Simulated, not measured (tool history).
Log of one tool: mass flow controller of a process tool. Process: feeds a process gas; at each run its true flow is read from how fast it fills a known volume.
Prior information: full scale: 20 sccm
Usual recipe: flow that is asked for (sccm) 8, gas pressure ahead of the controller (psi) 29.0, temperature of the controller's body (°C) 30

| run | hour | flow that is asked for (sccm) | gas pressure ahead of the controller (psi) | temperature of the controller's body (°C) | true flow (%) |
|---|---|---|---|---|---|
| 1 | 0.0 | 8 | 29.0 | 30 | 98.58 |
| 2 | 76.3 | 8 | 29.0 | 30 | 98.44 |
| 3 | 145.8 | 8 | 29.0 | 30 | 98.39 |
| 4 | 230.7 | 8 | 29.0 | 30 | 98.35 |
| 5 | 296.9 | 8 | 29.0 | 30 | 98.29 |
| 6 | 381.1 | 7 | 29.0 | 30 | 98.12 |
| 7 | 427.5 | 8 | 29.0 | 30 | 98.26 |
| 8 | 511.4 | 8 | 29.0 | 30 | 98.44 |
| 9 | 549.0 | 8 | 29.0 | 30 | 98.26 |
| 10 | 620.2 | 8 | 31.2 | 30 | 98.40 |
| 11 | 695.0 | 8 | 31.2 | 22 | 98.73 |
| 12 | 780.8 | 8 | 31.2 | 22 | 98.55 |
| 13 | 860.2 | 8 | 22.0 | 30 | 98.03 |
| 14 | 917.2 | 8 | 24.9 | 30 | 97.93 |
| 15 | 997.6 | 8 | 29.0 | 30 | 98.17 |
| 16 | 1046.6 | 8 | 29.0 | 30 | 98.14 |
| 17 | 1124.1 | 8 | 29.0 | 30 | 98.17 |
| 18 | 1189.7 | 8 | 29.0 | 38 | 97.70 |
| 19 | 1236.6 | 8 | 38.0 | 29 | 98.37 |
| 20 | 1323.0 | 8 | 38.0 | 29 | 98.28 |
| 21 | 1365.4 | 8 | 38.0 | 29 | 98.40 |
| 22 | 1416.5 | 8 | 38.0 | 32 | 98.21 |
|  | 1422.0 | controller's zero set anew |
| 23 | 1454.8 | 8 | 38.0 | 32 | 98.09 |
| 24 | 1542.4 | 6 | 29.0 | 28 | 97.41 |
| 25 | 1598.2 | 13 | 20.9 | 31 | 98.09 |
| 26 | 1648.7 | 13 | 20.9 | 31 | 97.99 |
|  | 1688.1 | controller's zero set anew, once more |
| 27 | 1709.3 | 8 | 29.0 | 33 | 98.66 |
| 28 | 1752.6 | 8 | 29.0 | 33 | 98.50 |
| 29 | 1792.0 | 5 | 29.0 | 30 | 98.34 |
| 30 | 1849.3 | 3 | 29.0 | 24 | 98.42 |
| 31 | 1932.8 | 3 | 29.0 | 30 | 98.08 |
| 32 | 1995.2 | 3 | 29.0 | 30 | 98.01 |
| 33 | 2065.2 | 4 | 33.9 | 33 | 98.13 |
| 34 | 2139.4 | 5 | 26.7 | 36 | 97.80 |
| 35 | 2222.8 | 8 | 23.2 | 27 | 98.24 |

For some of the steps in true flow (%) from one run to the next: how much would appear even if the tool had no hidden state, given the settings, what came in and random variation, and how much remains for the hidden state plus any gauge scatter that the measured result and the result without hidden state don't share?
The hidden state here: flow at rest that the sensor doesn't see, % of full scale; true flow over the shown one, %; drift of the gauge itself on true_pct, %.
Run 18 -> 19: gas pressure ahead of the controller (psi) 29.0 -> 38.0, temperature of the controller's body (°C) 38 -> 29. true flow (%) +0.67: hidden state -0.03, all else +0.70.
Run 23 -> 24: flow that is asked for (sccm) 8 -> 6, gas pressure ahead of the controller (psi) 38.0 -> 29.0, temperature of the controller's body (°C) 32 -> 28. true flow (%) -0.68: hidden state -0.35, all else -0.33.
Run 24 -> 25: flow that is asked for (sccm) 6 -> 13, gas pressure ahead of the controller (psi) 29.0 -> 20.9, temperature of the controller's body (°C) 28 -> 31. true flow (%) +0.68: hidden state +0.67, all else +0.01.
Run 26 -> 27: flow that is asked for (sccm) 13 -> 8, gas pressure ahead of the controller (psi) 20.9 -> 29.0, temperature of the controller's body (°C) 31 -> 33, controller's zero set anew, once more. true flow (%) +0.67: hidden state +0.54, all else +0.13.
